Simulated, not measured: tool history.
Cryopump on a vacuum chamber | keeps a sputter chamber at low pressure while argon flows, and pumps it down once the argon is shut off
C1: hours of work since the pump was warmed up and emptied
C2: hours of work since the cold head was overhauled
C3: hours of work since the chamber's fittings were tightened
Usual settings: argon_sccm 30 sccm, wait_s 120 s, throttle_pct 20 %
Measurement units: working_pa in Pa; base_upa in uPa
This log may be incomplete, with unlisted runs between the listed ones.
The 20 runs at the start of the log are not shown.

Run 21, hour 972.3: usual settings but argon_sccm 17 sccm, wait_s 45 s; C1 692; C2 1513; C3 279. Result: working_pa 0.1232 Pa, base_upa 2.71 uPa.
Run 22, hour 1033.7: usual settings but argon_sccm 48 sccm, wait_s 106 s; C1 730; C2 1551; C3 317. Result: working_pa 0.347 Pa, base_upa 1.54 uPa.
Run 23, hour 1067: usual settings but wait_s 99 s; C1 751; C2 1572; C3 337. Result: working_pa 0.2194 Pa, base_upa 1.62 uPa.
Run 24, hour 1127.8: usual settings but argon_sccm 49 sccm, wait_s 193 s, throttle_pct 58 %; C1 788; C2 1609; C3 375. Result: working_pa 0.141 Pa, base_upa 1.18 uPa.
At hour 1137.4: pump warmed up, emptied and cooled again.
Run 25, hour 1180.1: usual settings but wait_s 39 s; C1 26; C2 1639; C3 404. Result: working_pa 0.2048 Pa, base_upa 2.94 uPa.
Run 26, hour 1216.9: usual settings but argon_sccm 13 sccm, throttle_pct 42 %; C1 49; C2 1662; C3 427. Result: working_pa 0.0433 Pa, base_upa 1.33 uPa.
Run 27, hour 1262.9: usual settings but throttle_pct 42 %; C1 78; C2 1690; C3 456. Result: working_pa 0.0983 Pa, base_upa 1.36 uPa.
Run 28, hour 1318: usual settings but throttle_pct 42 %; C1 112; C2 1724; C3 490. Result: working_pa 0.0997 Pa, base_upa 1.38 uPa.
Run 29, hour 1348: usual settings but argon_sccm 13 sccm, wait_s 144 s, throttle_pct 52 %; C1 131; C2 1743; C3 508. Result: working_pa 0.0346 Pa, base_upa 1.29 uPa.
Run 30, hour 1383.1: usual settings but argon_sccm 13 sccm, wait_s 144 s, throttle_pct 52 %; C1 152; C2 1765; C3 530. Result: working_pa 0.0351 Pa, base_upa 1.31 uPa.
Run 31, hour 1444.3: usual settings but argon_sccm 24 sccm, wait_s 22 s; C1 190; C2 1803; C3 568. Result: working_pa 0.1645 Pa, base_upa 4.88 uPa.
Run 32, hour 1505.4: usual settings but argon_sccm 24 sccm, wait_s 22 s; C1 228; C2 1840; C3 606. Result: working_pa 0.1647 Pa, base_upa 5.04 uPa.
Run 33, hour 1563: usual settings but argon_sccm 57 sccm, wait_s 37 s, throttle_pct 44 %; C1 264; C2 1876; C3 642. Result: working_pa 0.1848 Pa, base_upa 3.34 uPa.
Run 34, hour 1603.7: usual settings but argon_sccm 20 sccm, wait_s 64 s; C1 289; C2 1901; C3 667. Result: working_pa 0.1386 Pa, base_upa 2.21 uPa.
Run 35, hour 1662.8: usual settings but argon_sccm 38 sccm, wait_s 32 s, throttle_pct 17 %; C1 326; C2 1938; C3 704. Result: working_pa 0.3084 Pa, base_upa 3.76 uPa.

Here are 3 independent what-if runs from the current tool condition. What would each one return?
Run A, hour 1718.1: usual settings but wait_s 163 s; C1 360; C2 1972; C3 738. Result: working_pa ?, base_upa ?.
Run B, hour 1718.1: usual settings but argon_sccm 58 sccm, wait_s 154 s, throttle_pct 30 %; C1 360; C2 1972; C3 738. Result: working_pa ?, base_upa ?.
Run C, hour 1718.1: usual settings but wait_s 20 s; C1 360; C2 1972; C3 738. Result: working_pa ?, base_upa ?.

run  working_pa  base_upa
  A      0.2094      1.43
  B      0.2771      1.53
  C      0.2102      5.47
Stripped of hidden state, with their random variation kept, the same runs would have yielded:
run  working_pa  base_upa
  A      0.2017       0.8
  B      0.2621      0.88
  C      0.2025      4.83

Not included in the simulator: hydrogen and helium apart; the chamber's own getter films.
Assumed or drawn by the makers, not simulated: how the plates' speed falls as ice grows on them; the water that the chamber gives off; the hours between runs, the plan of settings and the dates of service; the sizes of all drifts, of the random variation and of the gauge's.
